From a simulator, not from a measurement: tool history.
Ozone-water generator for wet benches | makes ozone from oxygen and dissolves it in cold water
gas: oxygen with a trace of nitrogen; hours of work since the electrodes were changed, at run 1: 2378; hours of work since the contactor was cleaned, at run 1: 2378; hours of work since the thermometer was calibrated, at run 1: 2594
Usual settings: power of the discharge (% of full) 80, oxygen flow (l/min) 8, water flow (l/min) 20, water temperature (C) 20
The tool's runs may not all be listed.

run,day,power of the discharge (% of full),oxygen flow (l/min),water flow (l/min),water temperature (C),hours of work since the electrodes were changed,hours of work since the contactor was cleaned,hours of work since the thermometer was calibrated,dissolved ozone (ppm),ozone in the gas ahead of the water (g/m3)
1,0,80,8,20,20,2378,2378,2594,25.7,239.1
2,1.454,80,8,30,20,2411,2411,2626,18.2,239.3
3,4.242,80,8,17,20,2474,2474,2689,28.8,240.2
4,6.138,80,8,17,20,2516,2516,2732,28.8,238.7
5,7.738,80,8,17,20,2552,2552,2768,29.2,239.5
6,10.183,80,8,25,20,2607,2607,2823,21.7,236.2
7,12.779,80,8,25,20,2665,2665,2881,21.7,239.3
8,14.188,80,8,20,20,2697,2697,2913,25.9,238.5
9,15.875,80,8,20,20,2735,2735,2951,25.9,238.9
# day 16.512: water thermometer calibrated
10,18.421,80,8,20,20,2792,2792,43,26,238.4
11,20.858,80,8,20,20,2847,2847,98,25.4,237.7
12,22.671,80,5.02,20,21,2887,2887,138,25.6,300.4
13,24.883,44,6.92,20,12,2937,2937,188,17.6,154
14,26.596,71,8,20,12,2975,2975,227,26.5,213.9
15,29.304,71,8,20,22,3036,3036,287,22.6,216.9
16,30.754,71,8,20,22,3069,3069,320,22.2,214.3
# day 31.379: contactor cleaned
17,32.754,61,8,25,20,3110,31,361,17.1,190
18,35.888,69,8,26,20,3181,101,432,18.1,209.3
19,37.942,69,8,26,18,3227,147,478,19,209.5

Forecast each of these 4 alternatives for the next run:
A,40.621,69,7.91,26,19,3287,208,538,?,?
B,40.621,75,12.29,26,18,3287,208,538,?,?
C,40.621,80,8,22,20,3287,208,538,?,?
D,40.621,80,5.29,14,20,3287,208,538,?,?

run,dissolved ozone (ppm),ozone in the gas ahead of the water (g/m3)
A,18.8,210.5
B,20.3,179.7
C,24,239.1
D,34.5,294.2
Without the tool's hidden state the same runs would have given:
run,dissolved ozone (ppm),ozone in the gas ahead of the water (g/m3)
A,18.8,210.7
B,20.3,179.8
C,24,239.4
D,34.6,294.5
